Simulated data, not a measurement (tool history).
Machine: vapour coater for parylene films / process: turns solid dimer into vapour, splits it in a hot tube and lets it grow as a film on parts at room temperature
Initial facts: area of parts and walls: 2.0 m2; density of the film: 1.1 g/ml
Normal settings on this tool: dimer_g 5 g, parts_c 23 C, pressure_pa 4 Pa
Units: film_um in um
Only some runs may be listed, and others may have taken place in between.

Run 1, hour 0: usual settings. Result: film_um 1.804 um.
Run 2, hour 59.1: usual settings. Result: film_um 1.796 um.
Run 3, hour 118.6: usual settings but pressure_pa 9.23 Pa. Result: film_um 1.532 um.
Run 4, hour 158.4: usual settings but pressure_pa 9.23 Pa. Result: film_um 1.524 um.
Run 5, hour 213.5: usual settings. Result: film_um 1.797 um.
Run 6, hour 262: usual settings. Result: film_um 1.778 um.
Run 7, hour 288.6: usual settings. Result: film_um 1.775 um.
Run 8, hour 315: usual settings but dimer_g 6 g. Result: film_um 2.123 um.
Run 9, hour 357.7: usual settings but dimer_g 3 g. Result: film_um 1.065 um.
At hour 365: trap's valve overhauled.
Run 10, hour 415.6: usual settings but dimer_g 3 g. Result: film_um 1.064 um.
At hour 454.9: table's thermometer calibrated.
Run 11, hour 472.4: usual settings but dimer_g 3 g, pressure_pa 9.67 Pa. Result: film_um 0.9 um.
Run 12, hour 519.6: usual settings but dimer_g 3 g, pressure_pa 9.67 Pa. Result: film_um 0.897 um.
Run 13, hour 572.4: usual settings. Result: film_um 1.766 um.
Run 14, hour 621.8: usual settings. Result: film_um 1.763 um.
Run 15, hour 649.8: usual settings but pressure_pa 8.42 Pa. Result: film_um 1.53 um.
Run 16, hour 683.2: usual settings but pressure_pa 8.42 Pa. Result: film_um 1.529 um.
Run 17, hour 721.1: usual settings but pressure_pa 8.42 Pa. Result: film_um 1.521 um.
Run 18, hour 763.9: usual settings but dimer_g 6 g, parts_c 25 C, pressure_pa 8.42 Pa. Result: film_um 1.684 um.
At hour 825.3: trap's valve overhauled.
Run 19, hour 827.8: usual settings but dimer_g 4 g. Result: film_um 1.404 um.
At hour 832.4: gauge calibrated.
Run 20, hour 861.5: usual settings. Result: film_um 1.796 um.
Run 21, hour 914.9: usual settings but dimer_g 3 g. Result: film_um 1.081 um.
Run 22, hour 963: usual settings but dimer_g 3 g. Result: film_um 1.075 um.
Run 23, hour 1017.4: usual settings but dimer_g 3 g. Result: film_um 1.074 um.
Run 24, hour 1055.8: usual settings but dimer_g 3 g. Result: film_um 1.072 um.
Run 25, hour 1108.5: usual settings but dimer_g 3 g. Result: film_um 1.064 um.
Run 26, hour 1146.6: usual settings but dimer_g 3 g. Result: film_um 1.059 um.
Run 27, hour 1179.4: usual settings but dimer_g 3 g, parts_c 18 C, pressure_pa 5.53 Pa. Result: film_um 1.216 um.
Run 28, hour 1210.9: usual settings but parts_c 22 C, pressure_pa 11.44 Pa. Result: film_um 1.495 um.
Run 29, hour 1266.2: usual settings but dimer_g 3 g, pressure_pa 4.29 Pa. Result: film_um 1.052 um.
At hour 1285.8: trap's valve overhauled.
Run 30, hour 1301.7: usual settings but dimer_g 3 g, parts_c 27 C, pressure_pa 6.72 Pa. Result: film_um 0.834 um.

Here are 3 independent what-if runs from the current tool condition. What would each one return?
Run A, hour 1362.3: usual settings but dimer_g 4 g, parts_c 16 C. Result: film_um ?.
Run B, hour 1362.3: usual settings but dimer_g 3 g, pressure_pa 5.42 Pa. Result: film_um ?.
Run C, hour 1362.3: usual settings but dimer_g 3 g, parts_c 32 C, pressure_pa 6.72 Pa. Result: film_um ?.

run  film_um
  A    1.754
  B    1.007
  C    0.674
Stripped of hidden state, with their random variation kept, the same runs would have yielded:
run  film_um
  A    1.782
  B    1.022
  C    0.684
